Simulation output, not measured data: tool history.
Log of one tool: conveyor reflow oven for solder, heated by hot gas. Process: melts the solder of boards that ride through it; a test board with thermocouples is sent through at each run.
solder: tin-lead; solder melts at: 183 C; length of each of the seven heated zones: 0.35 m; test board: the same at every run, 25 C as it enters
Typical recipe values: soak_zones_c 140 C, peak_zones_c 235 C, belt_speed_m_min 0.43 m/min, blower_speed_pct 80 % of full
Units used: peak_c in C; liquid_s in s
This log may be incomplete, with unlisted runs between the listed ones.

| run | day | soak_zones_c | peak_zones_c | belt_speed_m_min | blower_speed_pct | peak_c | liquid_s |
|---|---|---|---|---|---|---|---|
| 1 | 0 | 140 | 235 | 0.43 | 80 | 217.6 | 73.5 |
| 2 | 0.538 | 140 | 235 | 0.43 | 80 | 216.9 | 72.7 |
| 3 | 0.875 | 140 | 235 | 0.43 | 80 | 216.4 | 73.1 |
| 4 | 1.392 | 140 | 235 | 0.43 | 80 | 216.4 | 73.6 |
| 5 | 2.217 | 140 | 235 | 0.43 | 80 | 221.7 | 78.6 |
| 6 | 2.567 | 140 | 235 | 0.43 | 80 | 222.8 | 80.1 |
| 7 | 3.258 | 140 | 235 | 0.43 | 80 | 222.6 | 79.1 |
| 8 | 3.633 | 140 | 235 | 0.43 | 80 | 222.5 | 79.9 |
| 9 | 4.133 | 140 | 235 | 0.392 | 80 | 224.9 | 90.7 |
| 10 | 4.475 | 140 | 235 | 0.43 | 80 | 222.3 | 78.8 |
| 11 | 5.112 | 143 | 235 | 0.43 | 80 | 222.1 | 80.4 |
| 12 | 5.546 | 143 | 235 | 0.43 | 80 | 221.5 | 80.8 |
| 13 | 6.075 | 143 | 235 | 0.43 | 80 | 221.4 | 79.7 |
| 14 | 6.658 | 143 | 231 | 0.43 | 80 | 218.5 | 78.3 |
| 15 | 7.062 | 143 | 231 | 0.43 | 80 | 217.7 | 77.3 |
| 16 | 7.458 | 136 | 235 | 0.392 | 60 | 219.7 | 82.2 |
| 17 | 8.2 | 140 | 235 | 0.43 | 82 | 221.9 | 80.2 |
| 18 | 8.992 | 140 | 225 | 0.357 | 80 | 216.8 | 92.9 |
| 19 | 9.496 | 140 | 232 | 0.43 | 78 | 218.2 | 75.7 |
| 20 | 9.954 | 140 | 249 | 0.37 | 80 | 238 | 106.4 |
| 21 | 10.542 | 140 | 247 | 0.358 | 88 | 238.7 | 108.8 |
| 22 | 11.029 | 140 | 247 | 0.358 | 88 | 237.1 | 109.9 |
| 23 | 11.508 | 140 | 234 | 0.43 | 80 | 220.1 | 78.3 |
| 24 | 12.375 | 143 | 229 | 0.43 | 80 | 214.8 | 74 |
| 25 | 12.883 | 148 | 229 | 0.5 | 62 | 207.6 | 57.2 |
| 26 | 13.579 | 144 | 235 | 0.51 | 67 | 211.7 | 58.6 |
| 27 | 14.025 | 145 | 241 | 0.373 | 64 | 226.9 | 99.2 |
| 28 | 14.438 | 139 | 239 | 0.43 | 80 | 222.3 | 78.1 |
| 29 | 15.046 | 135 | 239 | 0.43 | 80 | 222.7 | 75 |

The log once held 4 entries between its listed runs, left out of this copy. Where does each go, and what is different about the tool's unlogged condition between the listed run before it and the listed run after it?
Run 4 -> run 5: flux residue cleaned out of gas plates and filters (day 1.812)
  heat that the gas passes to the board, % of a clean oven's: 81 -> 98.8; belt's true speed, % of the reading: 99.3 -> 99.27; true gas temperature in zones 6 and 7 over the reading, C: 0.91 -> 0.93
  measured less the result without the state, peak_c: -4.6 -> +0.7 C; liquid_s: -5 -> +1.1 s
Run 16 -> run 17: belt drive overhauled, speed set with a stopwatch (day 7.683)
  heat that the gas passes to the board, % of a clean oven's: 95.2 -> 94.8; belt's true speed, % of the reading: 99.01 -> 98.29; true gas temperature in zones 6 and 7 over the reading, C: 1.08 -> 1.1
  measured less the result without the state, peak_c: +0.2 -> +0.1 C; liquid_s: +0.7 -> +1.2 s
Run 17 -> run 18: thermocouples of zones 6 and 7 changed (day 8.333)
  heat that the gas passes to the board, % of a clean oven's: 94.8 -> 94.3; belt's true speed, % of the reading: 98.29 -> 98.25; true gas temperature in zones 6 and 7 over the reading, C: 1.1 -> 0.58
  measured less the result without the state, peak_c: +0.1 -> -0.2 C; liquid_s: +1.2 -> +1 s
Run 23 -> run 24: belt drive overhauled, speed set with a stopwatch, once more (day 11.95)
  heat that the gas passes to the board, % of a clean oven's: 92.5 -> 92; belt's true speed, % of the reading: 98.13 -> 99.99; true gas temperature in zones 6 and 7 over the reading, C: 0.64 -> 0.66
  measured less the result without the state, peak_c: -0.9 -> -1.4 C; liquid_s: +0.4 -> -2 s
